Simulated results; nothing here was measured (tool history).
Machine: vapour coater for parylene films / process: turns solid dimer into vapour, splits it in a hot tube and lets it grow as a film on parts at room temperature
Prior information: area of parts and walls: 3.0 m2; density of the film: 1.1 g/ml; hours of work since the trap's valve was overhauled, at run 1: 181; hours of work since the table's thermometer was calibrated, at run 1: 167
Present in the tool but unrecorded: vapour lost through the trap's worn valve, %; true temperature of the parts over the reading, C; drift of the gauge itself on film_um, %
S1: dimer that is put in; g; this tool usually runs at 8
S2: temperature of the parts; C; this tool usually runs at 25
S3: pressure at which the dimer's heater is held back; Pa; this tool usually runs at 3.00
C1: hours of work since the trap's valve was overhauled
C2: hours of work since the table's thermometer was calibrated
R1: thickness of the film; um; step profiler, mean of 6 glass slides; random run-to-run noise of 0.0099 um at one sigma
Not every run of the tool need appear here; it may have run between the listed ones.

run 1 day=0.000 | S1=8 S2=25 S3=3.00 | C1=181 C2=167 | R1=1.234
run 2 day=0.917 | S1=8 S2=25 S3=3.00 | C1=191 C2=177 | R1=1.239
run 3 day=1.433 | S1=8 S2=25 S3=3.00 | C1=197 C2=182 | R1=1.237
run 4 day=2.421 | S1=8 S2=25 S3=3.00 | C1=208 C2=193 | R1=1.241
run 5 day=3.017 | S1=8 S2=25 S3=3.00 | C1=214 C2=200 | R1=1.248
run 6 day=3.583 | S1=3 S2=25 S3=12.00 | C1=221 C2=206 | R1=0.431
-- day=3.896 trap's valve overhauled
run 7 day=4.588 | S1=3 S2=25 S3=12.00 | C1=8 C2=215 | R1=0.433
run 8 day=5.154 | S1=3 S2=25 S3=12.00 | C1=14 C2=221 | R1=0.434
run 9 day=5.583 | S1=3 S2=26 S3=9.63 | C1=18 C2=226 | R1=0.406
run 10 day=6.238 | S1=8 S2=35 S3=3.00 | C1=26 C2=233 | R1=0.925

Below are 3 alternative next runs, each starting from the tool's condition after run 10. Predict each:
run A day=6.812 | S1=6 S2=20 S3=3.83 | C1=32 C2=239 | R1=?
run B day=6.812 | S1=3 S2=29 S3=4.17 | C1=32 C2=239 | R1=?
run C day=6.812 | S1=4 S2=32 S3=4.18 | C1=32 C2=239 | R1=?

run=A R1=1.048
run=B R1=0.406
run=C R1=0.503
Stripped of hidden state, with their random variation kept, the same runs would have yielded:
run=A R1=1.048
run=B R1=0.406
run=C R1=0.503

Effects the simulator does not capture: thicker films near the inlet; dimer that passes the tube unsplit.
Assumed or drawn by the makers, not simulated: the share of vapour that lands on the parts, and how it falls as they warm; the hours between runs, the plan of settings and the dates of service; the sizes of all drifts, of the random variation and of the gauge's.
